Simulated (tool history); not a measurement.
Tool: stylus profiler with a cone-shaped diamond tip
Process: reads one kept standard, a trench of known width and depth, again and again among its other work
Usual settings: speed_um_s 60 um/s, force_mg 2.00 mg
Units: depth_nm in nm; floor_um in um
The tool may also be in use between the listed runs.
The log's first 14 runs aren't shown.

Run 15, hour 280.4: usual settings. Result: depth_nm 507.12 nm, floor_um 16.74 um.
Run 16, hour 303.1: usual settings. Result: depth_nm 507.35 nm, floor_um 16.77 um.
Run 17, hour 323.6: usual settings. Result: depth_nm 507.30 nm, floor_um 16.73 um.
Run 18, hour 348.8: usual settings but speed_um_s 71 um/s, force_mg 2.71 mg. Result: depth_nm 508.90 nm, floor_um 16.75 um.
Run 19, hour 363.6: usual settings but speed_um_s 71 um/s, force_mg 2.71 mg. Result: depth_nm 508.95 nm, floor_um 16.77 um.
Run 20, hour 381.5: usual settings but speed_um_s 71 um/s, force_mg 2.71 mg. Result: depth_nm 508.82 nm, floor_um 16.69 um.
Run 21, hour 402.7: usual settings but speed_um_s 24 um/s, force_mg 4.03 mg. Result: depth_nm 511.35 nm, floor_um 16.96 um.
Run 22, hour 426.3: usual settings but speed_um_s 194 um/s, force_mg 3.60 mg. Result: depth_nm 510.66 nm, floor_um 16.18 um.
At hour 428.2: height scale calibrated on a step standard.
Run 23, hour 447.8: usual settings but speed_um_s 87 um/s, force_mg 5.82 mg. Result: depth_nm 514.79 nm, floor_um 16.72 um.

The next listed run, before its measurement:
Run 24, hour 463.6: usual settings but force_mg 0.71 mg. Result: depth_nm ?, floor_um ?.

{"run 24": {"depth_nm": 503.74, "floor_um": 16.43}}
Without the tool's hidden state the same run would have given depth_nm 503.76 nm, floor_um 16.74 um.

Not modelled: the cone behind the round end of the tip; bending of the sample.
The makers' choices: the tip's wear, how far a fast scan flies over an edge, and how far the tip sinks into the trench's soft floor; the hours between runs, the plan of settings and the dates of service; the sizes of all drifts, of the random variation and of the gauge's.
